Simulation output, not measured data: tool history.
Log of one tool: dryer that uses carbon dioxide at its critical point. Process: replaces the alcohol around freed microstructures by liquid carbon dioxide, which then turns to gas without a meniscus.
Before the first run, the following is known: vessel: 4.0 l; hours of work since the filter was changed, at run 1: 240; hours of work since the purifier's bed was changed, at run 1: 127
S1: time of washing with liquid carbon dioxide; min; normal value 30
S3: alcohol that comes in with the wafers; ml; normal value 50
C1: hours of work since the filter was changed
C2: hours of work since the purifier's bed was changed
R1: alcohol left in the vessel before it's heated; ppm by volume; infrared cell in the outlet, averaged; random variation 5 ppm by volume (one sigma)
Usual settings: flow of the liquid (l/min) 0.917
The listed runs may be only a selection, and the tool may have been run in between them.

Run 1, hour 0.0: usual settings; C1 240; C2 127. Result: R1 43 ppm by volume.
Run 2, hour 8.6: usual settings; C1 242; C2 130. Result: R1 39 ppm by volume.
Run 3, hour 16.0: usual settings; C1 244; C2 132. Result: R1 39 ppm by volume.
Run 4, hour 26.5: usual settings; C1 248; C2 135. Result: R1 60 ppm by volume.
Run 5, hour 35.8: usual settings; C1 250; C2 138. Result: R1 55 ppm by volume.
Run 6, hour 40.7: usual settings; C1 252; C2 140. Result: R1 57 ppm by volume.
Run 7, hour 47.3: usual settings but S3 29 ml; C1 254; C2 142. Result: R1 45 ppm by volume.
Run 8, hour 52.8: usual settings but S1 18 min; C1 256; C2 143. Result: R1 301 ppm by volume.
Run 9, hour 63.5: usual settings but S1 33 min, S3 44 ml; C1 259; C2 147. Result: R1 40 ppm by volume.
Run 10, hour 71.6: usual settings but S1 23 min, S3 63 ml; C1 261; C2 149. Result: R1 160 ppm by volume.
Run 11, hour 80.7: usual settings but S1 47 min, flow of the liquid (l/min) 1.529, S3 92 ml; C1 264; C2 152. Result: R1 21 ppm by volume.
Run 12, hour 87.3: usual settings but S1 23 min, flow of the liquid (l/min) 0.855, S3 22 ml; C1 266; C2 154. Result: R1 91 ppm by volume.
Run 13, hour 96.6: usual settings but S1 23 min, flow of the liquid (l/min) 0.753, S3 78 ml; C1 269; C2 157. Result: R1 398 ppm by volume.
Run 14, hour 106.3: usual settings but S1 29 min, flow of the liquid (l/min) 0.879, S3 115 ml; C1 272; C2 160. Result: R1 111 ppm by volume.
Run 15, hour 110.9: usual settings but S1 33 min, flow of the liquid (l/min) 1.465, S3 61 ml; C1 273; C2 161. Result: R1 28 ppm by volume.
Run 16, hour 118.6: usual settings but S1 33 min, flow of the liquid (l/min) 0.883, S3 107 ml; C1 276; C2 163. Result: R1 68 ppm by volume.

Here are 5 independent what-if runs from the current tool condition. What would each one return?
Run A, hour 123.4: usual settings but flow of the liquid (l/min) 1.053, S3 68 ml; C1 277; C2 165. Result: R1 ?.
Run B, hour 123.4: usual settings but S1 47 min, flow of the liquid (l/min) 1.386, S3 107 ml; C1 277; C2 165. Result: R1 ?.
Run C, hour 123.4: usual settings but S1 19 min; C1 277; C2 165. Result: R1 ?.
Run D, hour 123.4: usual settings but S1 33 min, flow of the liquid (l/min) 1.364, S3 89 ml; C1 277; C2 165. Result: R1 ?.
Run E, hour 123.4: usual settings but flow of the liquid (l/min) 0.883, S3 28 ml; C1 277; C2 165. Result: R1 ?.

run   R1
  A   50
  B   30
  C  264
  D   45
  E   44
With the hidden condition removed and each run's random variation left untouched, the same runs would have given:
run   R1
  A   19
  B    3
  C  191
  D   18
  E   13
